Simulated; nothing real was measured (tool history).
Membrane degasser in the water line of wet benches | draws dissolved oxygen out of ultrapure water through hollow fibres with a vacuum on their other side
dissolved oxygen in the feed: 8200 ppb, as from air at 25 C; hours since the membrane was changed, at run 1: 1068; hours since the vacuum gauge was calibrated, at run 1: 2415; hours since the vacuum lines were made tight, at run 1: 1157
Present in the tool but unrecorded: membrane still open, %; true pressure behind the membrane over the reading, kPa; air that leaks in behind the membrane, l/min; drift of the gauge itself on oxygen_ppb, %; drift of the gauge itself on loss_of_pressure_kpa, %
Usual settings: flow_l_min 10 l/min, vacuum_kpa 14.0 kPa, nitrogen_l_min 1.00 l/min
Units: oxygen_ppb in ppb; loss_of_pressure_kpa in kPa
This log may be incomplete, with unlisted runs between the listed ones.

| run | hour | flow_l_min | vacuum_kpa | nitrogen_l_min | hours since the membrane was changed | hours since the vacuum gauge was calibrated | hours since the vacuum lines were made tight | oxygen_ppb | loss_of_pressure_kpa |
|---|---|---|---|---|---|---|---|---|---|
| 1 | 0.0 | 10 | 14.0 | 1.00 | 1068 | 2415 | 1157 | 361.4 | 64.42 |
| 2 | 37.9 | 10 | 22.1 | 1.00 | 1106 | 2453 | 1195 | 545.1 | 64.59 |
| 3 | 70.2 | 10 | 14.0 | 1.00 | 1138 | 2485 | 1227 | 363.1 | 64.40 |
| 4 | 124.6 | 10 | 13.0 | 1.00 | 1192 | 2540 | 1282 | 337.4 | 64.71 |
| 5 | 186.2 | 10 | 13.0 | 1.00 | 1254 | 2601 | 1343 | 340.7 | 64.14 |
| 6 | 234.2 | 10 | 13.0 | 1.00 | 1302 | 2649 | 1391 | 336.6 | 64.12 |
| 7 | 267.7 | 10 | 14.0 | 1.00 | 1335 | 2683 | 1425 | 358.2 | 64.51 |
| 8 | 306.7 | 13 | 14.0 | 1.00 | 1374 | 2722 | 1464 | 477.6 | 83.87 |
| 9 | 341.1 | 13 | 14.0 | 1.35 | 1409 | 2756 | 1498 | 401.4 | 83.32 |
| 10 | 404.2 | 7 | 14.0 | 1.35 | 1472 | 2819 | 1561 | 201.8 | 45.33 |
| 11 | 441.6 | 7 | 14.0 | 1.35 | 1509 | 2857 | 1598 | 200.1 | 44.83 |
| 12 | 498.8 | 10 | 10.7 | 1.00 | 1567 | 2914 | 1656 | 291.0 | 64.42 |
| 13 | 564.6 | 10 | 10.7 | 1.00 | 1632 | 2980 | 1722 | 288.7 | 64.70 |
| 14 | 625.8 | 10 | 10.7 | 1.00 | 1694 | 3041 | 1783 | 290.1 | 64.85 |
| 15 | 671.8 | 6 | 13.8 | 1.00 | 1740 | 3087 | 1829 | 205.2 | 39.27 |
| 16 | 704.3 | 6 | 27.7 | 0.64 | 1772 | 3119 | 1861 | 580.3 | 38.91 |
| 17 | 750.1 | 6 | 27.7 | 0.64 | 1818 | 3165 | 1907 | 577.1 | 38.68 |
| 18 | 798.9 | 9 | 26.5 | 2.36 | 1867 | 3214 | 1956 | 314.9 | 58.29 |
| 19 | 850.5 | 7 | 14.0 | 2.21 | 1918 | 3266 | 2007 | 153.2 | 45.26 |
| 20 | 897.8 | 15 | 10.5 | 1.68 | 1966 | 3313 | 2055 | 353.2 | 97.26 |
| 21 | 949.1 | 10 | 16.7 | 2.83 | 2017 | 3364 | 2106 | 230.1 | 64.39 |
| 22 | 1007.4 | 7 | 15.8 | 2.74 | 2075 | 3422 | 2164 | 145.1 | 45.20 |
| 23 | 1053.1 | 7 | 8.6 | 2.46 | 2121 | 3468 | 2210 | 102.9 | 45.12 |
|  | 1066.3 | vacuum gauge calibrated |
| 24 | 1087.8 | 7 | 28.9 | 1.77 | 2155 | 21 | 2244 | 308.6 | 45.38 |
| 25 | 1124.9 | 13 | 28.9 | 1.22 | 2192 | 59 | 2281 | 745.6 | 84.05 |
| 26 | 1186.0 | 9 | 11.7 | 1.25 | 2253 | 120 | 2342 | 245.4 | 58.11 |
| 27 | 1222.6 | 6 | 18.8 | 0.56 | 2290 | 156 | 2379 | 429.6 | 38.97 |

Forecast each of these 5 alternatives for the next run:
| A | 1282.5 | 14 | 28.7 | 0.56 | 2350 | 216 | 2439 | ? | ? |
| B | 1282.5 | 7 | 14.0 | 1.00 | 2350 | 216 | 2439 | ? | ? |
| C | 1282.5 | 6 | 16.0 | 0.68 | 2350 | 216 | 2439 | ? | ? |
| D | 1282.5 | 13 | 12.5 | 0.80 | 2350 | 216 | 2439 | ? | ? |
| E | 1282.5 | 10 | 14.4 | 0.61 | 2350 | 216 | 2439 | ? | ? |

| run | oxygen_ppb | loss_of_pressure_kpa |
|---|---|---|
| A | 1375.6 | 90.86 |
| B | 247.1 | 45.24 |
| C | 323.7 | 38.54 |
| D | 494.7 | 84.12 |
| E | 515.0 | 65.11 |
Without the tool's hidden state the same runs would have given:
| run | oxygen_ppb | loss_of_pressure_kpa |
|---|---|---|
| A | 1354.9 | 89.42 |
| B | 236.2 | 44.52 |
| C | 310.2 | 37.93 |
| D | 479.3 | 82.79 |
| E | 500.0 | 64.08 |

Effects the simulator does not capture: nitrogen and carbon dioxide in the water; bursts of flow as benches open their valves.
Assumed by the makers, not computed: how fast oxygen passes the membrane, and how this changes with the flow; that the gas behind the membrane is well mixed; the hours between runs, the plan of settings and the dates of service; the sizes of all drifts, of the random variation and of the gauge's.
